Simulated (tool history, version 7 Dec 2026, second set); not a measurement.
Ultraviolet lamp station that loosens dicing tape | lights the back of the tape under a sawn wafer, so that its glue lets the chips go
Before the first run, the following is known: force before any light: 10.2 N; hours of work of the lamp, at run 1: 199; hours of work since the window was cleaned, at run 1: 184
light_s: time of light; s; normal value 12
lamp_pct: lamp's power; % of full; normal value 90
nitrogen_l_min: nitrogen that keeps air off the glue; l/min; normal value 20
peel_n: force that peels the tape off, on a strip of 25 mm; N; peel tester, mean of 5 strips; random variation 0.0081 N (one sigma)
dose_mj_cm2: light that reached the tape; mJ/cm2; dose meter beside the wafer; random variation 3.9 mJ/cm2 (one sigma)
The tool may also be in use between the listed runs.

run    day  light_s  lamp_pct  nitrogen_l_min  hours of work of the lamp  hours of work since the window was cleaned  peel_n  dose_mj_cm2
  1  0.000       12        90              20                        199                                         184   0.395          583
  2  0.433       12        90              20                        206                                         191   0.398          573
  3  0.846       12        90              20                        213                                         198   0.392          573
  4  1.425       12        90              20                        223                                         208   0.416          568
  5  2.096       12        90               6                        234                                         219   0.963          559
     2.188  -- window cleaned of glue's vapour
  6  2.596       12        90               7                        242                                           7   0.964          541
  7  3.300       12        62              20                        254                                          19   0.911          369
  8  3.662       12        62              20                        260                                          25   0.914          369
  9  4.254       12        62              20                        270                                          35   0.963          371
 10  4.917        9        62              36                        281                                          46   1.207          276
 11  5.483       21        62              26                        291                                          56   0.309          636
 12  5.967       12        91              20                        299                                          64   0.438          525
     6.379  -- window cleaned of glue's vapour, once more
 13  6.667       20        91              12                        311                                           5   0.254         1026
 14  7.108       20        91              12                        318                                          12   0.271         1008
 15  7.600        7        90              16                        326                                          21   1.199          347
 16  8.321       22        83              23                        339                                          33   0.235          995
 17  8.883       22        83              23                        348                                          42   0.239          992
 18  9.429       16        60              14                        357                                          51   0.586          521

Below are 5 alternative next runs, each starting from the tool's condition after run 18. Predict each:
  A  9.821       16        88              32                        364                                          58       ?            ?
  B  9.821       17        60              16                        364                                          58       ?            ?
  C  9.821       12        97              20                        364                                          58       ?            ?
  D  9.821        7        66              14                        364                                          58       ?            ?
  E  9.821        7        60              14                        364                                          58       ?            ?

run  peel_n  dose_mj_cm2
  A   0.254          759
  B   0.492          546
  C   0.364          638
  D   2.276          253
  E   2.653          223
With no hidden state in the tool, these same runs would have given:
run  peel_n  dose_mj_cm2
  A   0.243          862
  B   0.390          620
  C   0.312          725
  D   1.883          286
  E   2.226          253
